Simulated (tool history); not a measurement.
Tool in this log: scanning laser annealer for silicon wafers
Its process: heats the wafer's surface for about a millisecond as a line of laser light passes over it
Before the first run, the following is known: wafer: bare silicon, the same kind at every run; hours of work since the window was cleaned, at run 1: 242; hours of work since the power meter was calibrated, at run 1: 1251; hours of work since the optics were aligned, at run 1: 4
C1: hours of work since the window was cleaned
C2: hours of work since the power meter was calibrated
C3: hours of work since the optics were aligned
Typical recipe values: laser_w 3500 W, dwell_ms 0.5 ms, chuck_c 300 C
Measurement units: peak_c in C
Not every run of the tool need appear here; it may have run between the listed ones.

run 1 hour=0 | laser_w=3500 dwell_ms=0.5 chuck_c=300 | C1=242 C2=1251 C3=4 | peak_c=1135
run 2 hour=53.6 | laser_w=3500 dwell_ms=0.5 chuck_c=300 | C1=268 C2=1277 C3=29 | peak_c=1133
run 3 hour=113.3 | laser_w=3500 dwell_ms=0.481 chuck_c=300 | C1=296 C2=1306 C3=58 | peak_c=1116
run 4 hour=167.5 | laser_w=3500 dwell_ms=0.481 chuck_c=300 | C1=322 C2=1332 C3=84 | peak_c=1115
run 5 hour=228 | laser_w=3500 dwell_ms=0.5 chuck_c=260 | C1=351 C2=1361 C3=113 | peak_c=1091
run 6 hour=306.8 | laser_w=3500 dwell_ms=0.5 chuck_c=260 | C1=389 C2=1398 C3=151 | peak_c=1091
run 7 hour=348.8 | laser_w=3500 dwell_ms=0.5 chuck_c=316 | C1=409 C2=1419 C3=171 | peak_c=1144
run 8 hour=409.2 | laser_w=3500 dwell_ms=0.5 chuck_c=316 | C1=438 C2=1448 C3=200 | peak_c=1147
run 9 hour=492.1 | laser_w=3500 dwell_ms=0.5 chuck_c=316 | C1=478 C2=1487 C3=240 | peak_c=1143
run 10 hour=570.4 | laser_w=3439 dwell_ms=0.5 chuck_c=300 | C1=515 C2=1525 C3=277 | peak_c=1107
run 11 hour=621 | laser_w=3500 dwell_ms=0.576 chuck_c=300 | C1=540 C2=1549 C3=301 | peak_c=1192
run 12 hour=660.2 | laser_w=3500 dwell_ms=0.576 chuck_c=300 | C1=558 C2=1568 C3=320 | peak_c=1188
run 13 hour=725 | laser_w=3500 dwell_ms=0.576 chuck_c=300 | C1=589 C2=1599 C3=351 | peak_c=1190
run 14 hour=792.2 | laser_w=3500 dwell_ms=0.576 chuck_c=300 | C1=622 C2=1631 C3=384 | peak_c=1188
run 15 hour=852.7 | laser_w=3500 dwell_ms=0.407 chuck_c=300 | C1=651 C2=1660 C3=413 | peak_c=1037
-- hour=860.2 window over the wafer cleaned
run 16 hour=896.5 | laser_w=3228 dwell_ms=0.5 chuck_c=300 | C1=17 C2=1680 C3=433 | peak_c=1032
run 17 hour=983.2 | laser_w=3500 dwell_ms=0.5 chuck_c=307 | C1=59 C2=1722 C3=474 | peak_c=1124
run 18 hour=1020.6 | laser_w=3500 dwell_ms=0.5 chuck_c=307 | C1=77 C2=1740 C3=492 | peak_c=1121
run 19 hour=1105.6 | laser_w=3500 dwell_ms=0.5 chuck_c=307 | C1=118 C2=1781 C3=533 | peak_c=1121
run 20 hour=1179.6 | laser_w=3500 dwell_ms=0.5 chuck_c=307 | C1=153 C2=1816 C3=568 | peak_c=1121
run 21 hour=1216.2 | laser_w=3406 dwell_ms=0.444 chuck_c=318 | C1=171 C2=1834 C3=586 | peak_c=1054
-- hour=1261.2 window over the wafer cleaned, once more
run 22 hour=1292.9 | laser_w=3406 dwell_ms=0.594 chuck_c=335 | C1=15 C2=1869 C3=622 | peak_c=1216
run 23 hour=1337.4 | laser_w=3731 dwell_ms=0.49 chuck_c=292 | C1=37 C2=1891 C3=643 | peak_c=1183
run 24 hour=1378.7 | laser_w=3731 dwell_ms=0.49 chuck_c=292 | C1=56 C2=1911 C3=663 | peak_c=1186
run 25 hour=1447.9 | laser_w=3731 dwell_ms=0.49 chuck_c=292 | C1=90 C2=1944 C3=696 | peak_c=1185
run 26 hour=1503.3 | laser_w=3731 dwell_ms=0.418 chuck_c=299 | C1=116 C2=1970 C3=723 | peak_c=1117
run 27 hour=1548.1 | laser_w=3731 dwell_ms=0.418 chuck_c=299 | C1=138 C2=1992 C3=744 | peak_c=1120
run 28 hour=1601.9 | laser_w=3500 dwell_ms=0.478 chuck_c=316 | C1=163 C2=2018 C3=770 | peak_c=1124
run 29 hour=1666.5 | laser_w=3059 dwell_ms=0.432 chuck_c=265 | C1=194 C2=2048 C3=801 | peak_c=904
run 30 hour=1729.7 | laser_w=3500 dwell_ms=0.498 chuck_c=336 | C1=225 C2=2079 C3=831 | peak_c=1160
run 31 hour=1789 | laser_w=3500 dwell_ms=0.498 chuck_c=336 | C1=253 C2=2107 C3=860 | peak_c=1160
run 32 hour=1866.1 | laser_w=3540 dwell_ms=0.591 chuck_c=330 | C1=290 C2=2144 C3=897 | peak_c=1246
run 33 hour=1948.5 | laser_w=3257 dwell_ms=0.387 chuck_c=263 | C1=330 C2=2184 C3=936 | peak_c=917
run 34 hour=1990.8 | laser_w=3257 dwell_ms=0.538 chuck_c=289 | C1=350 C2=2204 C3=956 | peak_c=1068
run 35 hour=2044.2 | laser_w=3257 dwell_ms=0.538 chuck_c=289 | C1=375 C2=2230 C3=982 | peak_c=1064
run 36 hour=2086.3 | laser_w=3313 dwell_ms=0.5 chuck_c=300 | C1=396 C2=2250 C3=1002 | peak_c=1064
run 37 hour=2127.9 | laser_w=3691 dwell_ms=0.571 chuck_c=298 | C1=416 C2=2270 C3=1022 | peak_c=1242
run 38 hour=2197.5 | laser_w=3691 dwell_ms=0.571 chuck_c=298 | C1=449 C2=2303 C3=1055 | peak_c=1241
run 39 hour=2243.8 | laser_w=3691 dwell_ms=0.571 chuck_c=298 | C1=471 C2=2325 C3=1078 | peak_c=1240

The next listed run, before its measurement:
run 40 hour=2295 | laser_w=3768 dwell_ms=0.586 chuck_c=293 | C1=496 C2=2350 C3=1102 | peak_c=?

Run 40 yielded peak_c 1274 C.
Without the tool's hidden state the same run would have given peak_c 1295 C.
